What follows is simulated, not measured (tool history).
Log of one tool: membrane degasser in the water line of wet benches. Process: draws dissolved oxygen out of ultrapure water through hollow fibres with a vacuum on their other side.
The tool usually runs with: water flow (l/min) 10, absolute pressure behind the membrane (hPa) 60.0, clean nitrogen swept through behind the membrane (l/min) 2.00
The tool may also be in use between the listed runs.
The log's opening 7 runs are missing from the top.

run,hour,water flow (l/min),absolute pressure behind the membrane (hPa),clean nitrogen swept through behind the membrane (l/min),hours since the membrane was changed,hours since the vacuum gauge was calibrated,hours since the vacuum lines were made tight,dissolved oxygen in the water behind the degasser (ppb),pressure that the water loses in the fibres (hPa)
8,1172.7,10,60.0,2.00,1660,4435,2189,92.9,258.6
9,1289.0,10,60.0,2.00,1777,4551,2305,94.7,259.0
10,1522.8,10,60.0,2.00,2010,4785,2539,94.8,265.0
11,1711.7,10,60.0,2.00,2199,4974,2728,96.7,256.2
12,1899.9,10,60.0,1.35,2388,5162,2916,115.0,260.5
13,2077.1,10,60.0,1.35,2565,5339,3093,113.9,263.0
14,2348.6,6,60.0,1.35,2836,5611,3365,47.7,158.2
15,2484.2,6,60.0,1.35,2972,5746,3500,48.2,158.1
# hour 2604.2: seals of the vacuum lines changed
16,2768.8,6,60.0,1.35,3255,6029,165,45.2,160.6
17,2883.3,10,40.8,1.03,3369,6143,279,87.0,263.8
18,3004.0,11,40.8,1.03,3490,6264,400,107.3,289.3
19,3124.0,11,40.8,1.03,3610,6384,520,105.8,292.2
20,3264.3,13,64.0,1.13,3750,6524,660,208.2,347.9
21,3476.0,14,60.0,2.00,3962,6736,872,189.6,369.8
22,3715.6,14,65.4,4.36,4201,6976,1111,170.9,374.2
23,3900.2,14,65.4,4.36,4386,7160,1296,176.6,375.7
24,4128.2,6,49.7,2.00,4614,7388,1524,30.3,161.0
25,4281.4,6,107.4,1.33,4767,7541,1677,103.3,160.3
26,4458.7,6,107.4,1.33,4944,7719,1854,104.7,162.8
27,4695.7,6,107.4,1.33,5181,7956,2091,103.4,161.8
# hour 4837.1: vacuum gauge calibrated
28,4860.8,16,60.0,2.58,5346,24,2256,239.1,430.4
29,5055.5,16,60.0,2.58,5541,218,2451,244.3,436.3
30,5314.5,9,144.9,2.58,5800,477,2710,152.5,244.4
31,5465.4,8,93.7,2.33,5951,628,2861,92.7,221.2

What if the next run were any one of these 4? Each begins from the tool's condition after run 31:
A,5675.4,16,93.7,4.15,6161,838,3071,?,?
B,5675.4,10,120.6,4.98,6161,838,3071,?,?
C,5675.4,9,54.3,2.33,6161,838,3071,?,?
D,5675.4,10,60.0,3.55,6161,838,3071,?,?

run,dissolved oxygen in the water behind the degasser (ppb),pressure that the water loses in the fibres (hPa)
A,263.8,435.3
B,119.9,273.0
C,76.9,243.5
D,92.3,272.7
What these runs would have given with no unlogged condition in the tool:
run,dissolved oxygen in the water behind the degasser (ppb),pressure that the water loses in the fibres (hPa)
A,215.9,407.2
B,97.0,255.5
C,59.4,227.8
D,71.1,255.1

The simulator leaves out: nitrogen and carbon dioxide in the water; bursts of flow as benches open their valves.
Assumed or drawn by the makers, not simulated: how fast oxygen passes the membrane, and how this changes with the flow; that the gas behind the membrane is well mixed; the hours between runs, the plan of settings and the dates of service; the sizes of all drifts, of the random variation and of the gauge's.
